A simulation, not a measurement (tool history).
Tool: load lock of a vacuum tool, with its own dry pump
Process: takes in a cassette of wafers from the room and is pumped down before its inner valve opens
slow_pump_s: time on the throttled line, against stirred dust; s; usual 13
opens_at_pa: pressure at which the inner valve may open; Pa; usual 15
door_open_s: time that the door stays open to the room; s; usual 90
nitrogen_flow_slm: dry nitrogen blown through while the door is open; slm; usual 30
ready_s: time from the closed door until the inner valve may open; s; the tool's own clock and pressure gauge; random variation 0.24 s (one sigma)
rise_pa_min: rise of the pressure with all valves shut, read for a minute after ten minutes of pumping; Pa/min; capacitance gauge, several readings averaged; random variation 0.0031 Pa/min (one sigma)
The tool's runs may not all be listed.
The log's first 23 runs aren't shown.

run,hour,slow_pump_s,opens_at_pa,door_open_s,nitrogen_flow_slm,hours that the pump has run since its overhaul,times that the door has closed on its seal,"incoming humidity of the room's air, %",ready_s,rise_pa_min
24,10616.6,13,20,203,30,2426,29565,48.2,21.2,0.331
25,11046.2,14,28,73,5,2855,30855,46.3,21.2,0.320
26,11390.8,13,28,47,37,3200,31889,46.8,20.5,0.260
27,11996.4,6,23,195,5,3805,33707,45.5,15.3,0.471
28,12389.5,19,20,80,12,4198,34887,44.7,26.1,0.346
29,12781.4,18,20,80,14,4590,36064,44.0,25.1,0.346
30,13368.0,21,10,148,14,5177,37824,43.2,28.9,0.424
31,13838.3,21,20,148,43,5647,39236,44.0,27.8,0.374
32,14457.4,23,12,90,30,6266,41095,43.5,30.2,0.372
33,14836.9,10,12,90,30,6646,42234,43.1,19.9,0.401
34,15314.9,11,15,185,4,7124,43669,43.8,19.9,0.582
35,15882.3,24,15,90,30,7691,45372,45.6,30.8,0.443
36,16398.2,24,15,90,30,8207,46921,41.7,30.9,0.452

4 ways to go on from here, each from the tool as it stands after run 36. What would each give?
A,16843.7,16,18,90,30,8653,48258,45.0,?,?
B,16843.7,13,21,228,30,8653,48258,44.9,?,?
C,16843.7,13,15,90,8,8653,48258,40.7,?,?
D,16843.7,19,15,90,30,8653,48258,45.3,?,?

run,ready_s,rise_pa_min
A,24.3,0.495
B,21.6,0.550
C,22.5,0.526
D,27.2,0.483
Without the tool's hidden state the same runs would have given:
run,ready_s,rise_pa_min
A,23.3,0.081
B,20.6,0.148
C,21.3,0.115
D,26.3,0.074

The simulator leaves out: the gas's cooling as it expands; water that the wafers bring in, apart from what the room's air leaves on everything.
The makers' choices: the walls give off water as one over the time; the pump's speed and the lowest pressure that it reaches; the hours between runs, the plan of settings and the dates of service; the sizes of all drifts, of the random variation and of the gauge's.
